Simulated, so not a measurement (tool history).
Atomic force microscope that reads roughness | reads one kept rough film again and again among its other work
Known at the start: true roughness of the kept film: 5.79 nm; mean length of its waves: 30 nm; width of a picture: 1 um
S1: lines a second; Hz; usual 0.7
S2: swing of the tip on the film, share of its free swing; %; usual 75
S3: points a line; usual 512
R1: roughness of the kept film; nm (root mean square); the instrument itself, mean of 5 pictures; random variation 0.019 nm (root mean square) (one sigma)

run,hour,S1,S2,S3,R1
1,0,0.7,75,512,3.818
2,19.4,0.7,75,512,3.225
# hour 26.1: new tip fitted
3,56.7,0.7,75,512,3.476
# hour 67: new tip fitted
4,97.2,0.7,75,555,3.435
# hour 106.8: new tip fitted
5,119.8,0.7,75,693,4.012
# hour 146.9: new tip fitted
6,160.7,0.7,55,693,4.122
# hour 187.8: new tip fitted
7,193.6,0.7,55,693,4.558
# hour 229.3: new tip fitted
8,229.7,2.366,75,512,4.239
9,249.1,2.366,75,512,3.443
10,266.1,2.366,75,512,2.961
# hour 269.6: new tip fitted
11,293.7,3.819,75,512,3.066
# hour 311.5: new tip fitted
12,320,3.819,83,512,3.192
13,348.5,3.819,83,512,2.461
# hour 352.3: new tip fitted
14,376.6,0.7,75,512,3.609
# hour 392.4: new tip fitted
15,408.1,0.7,75,512,3.937
# hour 433.7: new tip fitted
16,442,0.7,75,512,4.241
17,460.8,0.7,81,512,3.531
# hour 474.7: new tip fitted
18,487.8,0.7,75,453,4.104
# hour 514.9: new tip fitted
19,515,0.7,86,512,4.577
20,544,0.7,86,512,3.467
# hour 556.2: new tip fitted
21,583.3,0.7,86,512,3.423
# hour 597: new tip fitted
22,622.6,0.7,75,512,3.624
# hour 639.3: new tip fitted
23,644.5,0.7,75,512,4.356
24,676.8,0.7,75,512,3.087
# hour 680.3: new tip fitted
25,700,0.7,75,512,3.793
26,718.7,0.7,75,512,3.218
# hour 722.7: new tip fitted
27,738.9,0.74,59,825,4.066
# hour 766.1: new tip fitted
28,773,2.961,75,367,3.819
29,792.8,2.961,75,367,3.141
# hour 808.2: new tip fitted
30,831.2,2.961,75,339,3.219
# hour 850: new tip fitted
31,869.8,0.585,65,803,3.902
# hour 891.8: new tip fitted
32,898.7,0.7,85,416,4.123
33,928.4,0.7,85,416,3.137
# hour 931.5: new tip fitted
34,949.7,1.119,61,580,3.879
35,967.2,1.119,88,580,3.048
# hour 973.1: new tip fitted
36,999.9,1.522,84,680,3.289
# hour 1013.8: new tip fitted
37,1029.6,1.33,84,680,3.601
38,1053.2,1.33,84,680,2.917
# hour 1056.5: new tip fitted
39,1089.8,1.33,84,680,3.057
# hour 1097.7: new tip fitted
40,1116.3,0.534,75,261,3.746
# hour 1139: new tip fitted
41,1154.3,0.516,86,984,3.999
42,1178.1,2.84,86,668,2.588
# hour 1180.2: new tip fitted
43,1201.7,3.701,61,512,3.581
# hour 1220.7: new tip fitted
44,1223.3,0.7,61,512,4.685
# hour 1261.7: new tip fitted
45,1261.9,0.7,75,689,4.726
46,1298.7,0.7,75,928,3.286
# hour 1302.1: new tip fitted
47,1320.6,1.885,63,673,3.766
# hour 1345.6: new tip fitted
48,1352.2,1.885,63,673,4.342
49,1371,3.739,56,893,3.497
# hour 1388.8: new tip fitted
50,1402.1,3.346,80,813,3.317
# hour 1429.6: new tip fitted
51,1429.6,3.346,80,813,3.901

3 ways to go on from here, each from the tool as it stands after run 51. What would each give?
A,1448.9,2.348,72,670,?
B,1448.9,2.954,71,372,?
C,1448.9,1.734,86,298,?

run,R1
A,3.545
B,3.45
C,3.335
Without the tool's hidden state the same runs would have given:
run,R1
A,4.352
B,4.232
C,4.095

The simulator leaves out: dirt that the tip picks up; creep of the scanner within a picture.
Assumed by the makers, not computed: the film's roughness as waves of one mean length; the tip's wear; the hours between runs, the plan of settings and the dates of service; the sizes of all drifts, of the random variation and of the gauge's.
